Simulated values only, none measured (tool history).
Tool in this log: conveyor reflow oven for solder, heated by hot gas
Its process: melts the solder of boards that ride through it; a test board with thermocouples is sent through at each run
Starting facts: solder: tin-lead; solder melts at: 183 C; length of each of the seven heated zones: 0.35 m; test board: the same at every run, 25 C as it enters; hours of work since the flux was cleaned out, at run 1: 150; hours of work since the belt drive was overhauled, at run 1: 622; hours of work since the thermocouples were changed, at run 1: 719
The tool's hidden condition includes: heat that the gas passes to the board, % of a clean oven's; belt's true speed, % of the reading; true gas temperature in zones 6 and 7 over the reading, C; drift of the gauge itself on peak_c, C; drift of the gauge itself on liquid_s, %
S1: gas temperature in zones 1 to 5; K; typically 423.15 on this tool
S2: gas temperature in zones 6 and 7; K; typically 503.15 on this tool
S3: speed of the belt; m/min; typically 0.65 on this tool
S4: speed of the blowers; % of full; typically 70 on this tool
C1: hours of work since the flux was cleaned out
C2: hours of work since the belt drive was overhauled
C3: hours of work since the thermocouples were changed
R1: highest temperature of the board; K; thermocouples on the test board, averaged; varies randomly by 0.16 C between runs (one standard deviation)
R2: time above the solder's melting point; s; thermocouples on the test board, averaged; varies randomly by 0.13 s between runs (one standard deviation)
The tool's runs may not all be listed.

run   hour      S1      S2     S3  S4   C1   C2   C3      R1    R2
  1      0  423.15  503.15   0.65  70  150  622  719  490.95  53.4
        22  -- thermocouples of zones 6 and 7 changed
  2   32.1  424.15  503.15   0.65  70  164  636    5  489.15  52.6
  3     65  424.15  503.15   0.65  56  180  652   21  485.85  49.3
  4   83.6  424.15  503.15   0.65  56  189  661   30  485.85  49.6
  5  113.1  423.15  503.15   0.65  70  204  675   44  488.75  52.3
  6  139.6  423.15  503.15   0.65  70  217  688   57  488.75  52.2
  7  165.9  423.15  503.15   0.65  70  229  701   70  488.85  52.1
  8  184.7  423.15  503.15   0.65  70  238  710   79  488.95  51.9
  9    220  423.15  503.15   0.65  80  255  727   96  490.55  53.6
 10  254.6  423.15  503.15   0.65  70  272  744  113  488.65  51.9
     261.3  -- belt drive overhauled, speed set with a stopwatch
 11  279.2  423.15  503.15  0.779  70  282    9  123  483.35  39.3
 12  295.3  418.15  494.15  0.779  68  290   16  130  474.35  30.6
     319.4  -- belt drive overhauled, speed set with a stopwatch, once more
 13  327.6  418.15  515.15  0.659  68  304    4  144  496.45  52.7
 14  355.6  420.15  503.15  0.596  52  317   18  158  485.45  51.4
 15  386.7  420.15  503.15  0.596  52  332   33  173  485.15  51.3
 16  404.5  421.15  503.15  0.651  70  341   41  181  487.15  49.3
 17    426  416.15  504.15  0.647  70  351   52  192  487.45  48.1
 18  447.8  416.15  504.15  0.647  70  362   62  202  487.55  47.8
 19  477.2  415.15  503.15   0.65  85  376   76  217  488.85  48.8
 20  501.8  423.15  502.15  0.777  70  388   88  229  481.05  36.6
 21  525.3  423.15  502.15  0.777  66  399  100  240  480.15  35.7

What if the next run were any one of these 5? Each begins from the tool's condition after run 21:
  A  562.7  423.15  497.15  0.608  69  418  118  258   ?   ?
  B  562.7  419.15  503.15  0.588  86  418  118  258   ?   ?
  C  562.7  434.15  508.15  0.777  66  418  118  258   ?   ?
  D  562.7  423.15  503.15  0.535  70  418  118  258   ?   ?
  E  562.7  423.15  502.15  0.682  89  418  118  258   ?   ?

run      R1    R2
  A  484.25  51.2
  B  492.35  58.2
  C  487.65  44.7
  D  492.35  65.9
  E  488.65  49.2
With no hidden state in the tool, these same runs would have given:
run      R1    R2
  A  486.35  53.5
  B  494.65  60.1
  C  490.55  46.8
  D  494.15  67.5
  E  491.35  51.2

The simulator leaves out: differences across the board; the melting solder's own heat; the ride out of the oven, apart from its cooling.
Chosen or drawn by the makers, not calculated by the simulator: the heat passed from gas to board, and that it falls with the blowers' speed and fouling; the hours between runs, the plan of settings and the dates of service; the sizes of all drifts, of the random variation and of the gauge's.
